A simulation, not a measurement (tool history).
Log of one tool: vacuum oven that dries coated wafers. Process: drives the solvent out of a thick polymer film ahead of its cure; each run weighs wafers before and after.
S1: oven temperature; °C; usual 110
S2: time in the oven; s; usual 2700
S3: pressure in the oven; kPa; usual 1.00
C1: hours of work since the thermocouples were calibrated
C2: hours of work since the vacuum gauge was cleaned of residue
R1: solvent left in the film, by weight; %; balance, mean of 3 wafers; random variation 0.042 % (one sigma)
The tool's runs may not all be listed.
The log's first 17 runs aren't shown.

{"run": 18, "hour": 524.2, "S1": 101, "S2": 2700, "S3": 1.0, "C1": 32, "C2": 422, "R1": 4.69}
{"run": 19, "hour": 545.0, "S1": 101, "S2": 2700, "S3": 1.0, "C1": 41, "C2": 432, "R1": 4.67}
{"hour": 561.7, "done": "oven's thermocouples calibrated, once more"}
{"run": 20, "hour": 592.2, "S1": 110, "S2": 3300, "S3": 1.0, "C1": 14, "C2": 453, "R1": 2.07}
{"run": 21, "hour": 624.5, "S1": 110, "S2": 3300, "S3": 1.0, "C1": 29, "C2": 468, "R1": 2.17}
{"run": 22, "hour": 667.7, "S1": 110, "S2": 3300, "S3": 1.0, "C1": 49, "C2": 488, "R1": 2.06}
{"run": 23, "hour": 695.0, "S1": 110, "S2": 3300, "S3": 1.0, "C1": 62, "C2": 501, "R1": 2.1}
{"run": 24, "hour": 737.9, "S1": 110, "S2": 3300, "S3": 1.0, "C1": 82, "C2": 520, "R1": 2.15}
{"run": 25, "hour": 771.5, "S1": 112, "S2": 2940, "S3": 0.88, "C1": 97, "C2": 536, "R1": 2.19}
{"run": 26, "hour": 800.0, "S1": 110, "S2": 1440, "S3": 1.0, "C1": 111, "C2": 549, "R1": 5.39}
{"run": 27, "hour": 819.2, "S1": 109, "S2": 2700, "S3": 1.07, "C1": 119, "C2": 558, "R1": 3.0}
{"run": 28, "hour": 846.0, "S1": 99, "S2": 3060, "S3": 1.54, "C1": 132, "C2": 571, "R1": 4.4}
{"run": 29, "hour": 878.2, "S1": 99, "S2": 3060, "S3": 1.54, "C1": 147, "C2": 586, "R1": 4.57}
{"run": 30, "hour": 898.4, "S1": 110, "S2": 1800, "S3": 1.09, "C1": 156, "C2": 595, "R1": 4.53}
{"run": 31, "hour": 926.3, "S1": 125, "S2": 3000, "S3": 2.34, "C1": 169, "C2": 608, "R1": 1.22}
{"run": 32, "hour": 946.4, "S1": 125, "S2": 3000, "S3": 2.34, "C1": 179, "C2": 617, "R1": 1.23}

Forecast run 33:
{"run": 33, "hour": 987.0, "S1": 119, "S2": 2100, "S3": 1.0, "C1": 197, "C2": 636, "R1": "?"}

{"run 33": {"R1": 2.38}}
Without the tool's hidden state the same run would have given R1 2.38 %.
